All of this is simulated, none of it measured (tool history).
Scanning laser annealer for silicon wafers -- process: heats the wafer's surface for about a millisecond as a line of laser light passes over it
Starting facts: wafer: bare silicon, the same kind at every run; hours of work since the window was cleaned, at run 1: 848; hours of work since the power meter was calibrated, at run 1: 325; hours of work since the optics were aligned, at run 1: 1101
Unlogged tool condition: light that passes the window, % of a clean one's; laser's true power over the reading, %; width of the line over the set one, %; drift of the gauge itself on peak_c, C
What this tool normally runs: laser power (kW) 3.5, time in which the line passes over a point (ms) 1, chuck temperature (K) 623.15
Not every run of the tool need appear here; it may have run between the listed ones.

run,hour,laser power (kW),time in which the line passes over a point (ms),chuck temperature (K),hours of work since the window was cleaned,hours of work since the power meter was calibrated,hours of work since the optics were aligned,highest temperature of the surface (K)
1,0,3.5,1,623.15,848,325,1101,1344.15
2,10.2,3.5,1,623.15,853,330,1106,1343.15
3,18.5,3.5,1,596.15,857,334,1110,1313.15
4,33.7,3.5,1,596.15,865,341,1117,1316.15
5,43.1,3.428,1,596.15,869,346,1122,1303.15
6,53.6,3.428,1,596.15,875,351,1127,1299.15
7,69.1,3.428,1,596.15,882,359,1135,1300.15
8,78.7,3.5,1,623.15,887,364,1139,1341.15
# hour 85: optics aligned, line set to its width
9,97.3,3.5,1,623.15,894,370,6,1341.15
10,117.3,3.5,1,623.15,903,380,16,1338.15
11,130.2,3.5,1,623.15,910,387,22,1337.15
12,141.4,3.5,1,623.15,915,392,28,1337.15
# hour 149.2: optics aligned, line set to its width, once more
13,161.4,3.5,1,623.15,923,399,6,1345.15
14,173,3.5,1,623.15,928,405,12,1347.15
15,182.7,3.232,1.24,622.15,933,410,17,1384.15
16,199.1,3.421,0.79,629.15,941,418,25,1243.15
17,212,3.791,0.76,629.15,948,424,31,1290.15
18,221,3.791,0.76,604.15,952,429,35,1264.15
19,238.8,2.983,0.85,600.15,961,438,44,1163.15
# hour 250.1: window over the wafer cleaned
20,253.1,3.475,0.76,653.15,1,444,50,1272.15
21,263.8,3.118,1,624.15,7,449,56,1284.15
22,280.9,3.667,1.09,638.15,15,457,64,1447.15
23,298.5,3.5,1.11,623.15,24,466,73,1402.15
24,309.9,3.5,1.11,623.15,29,472,78,1406.15
25,320.1,3.668,0.71,643.15,34,477,83,1269.15
26,337.5,3.668,0.71,643.15,43,485,92,1268.15
27,353.6,3.668,0.71,643.15,51,493,100,1268.15

Alternative continuations, all from the tool just after run 27; predict every row:
A,371.1,3.668,0.71,615.15,60,502,108,?
B,371.1,3.77,0.71,593.15,60,502,108,?
C,371.1,3.668,1.11,643.15,60,502,108,?
D,371.1,3.704,0.8,593.15,60,502,108,?

run,highest temperature of the surface (K)
A,1239.15
B,1236.15
C,1455.15
D,1271.15
Had the tool no hidden state, the same runs would have come out as:
run,highest temperature of the surface (K)
A,1242.15
B,1238.15
C,1459.15
D,1273.15
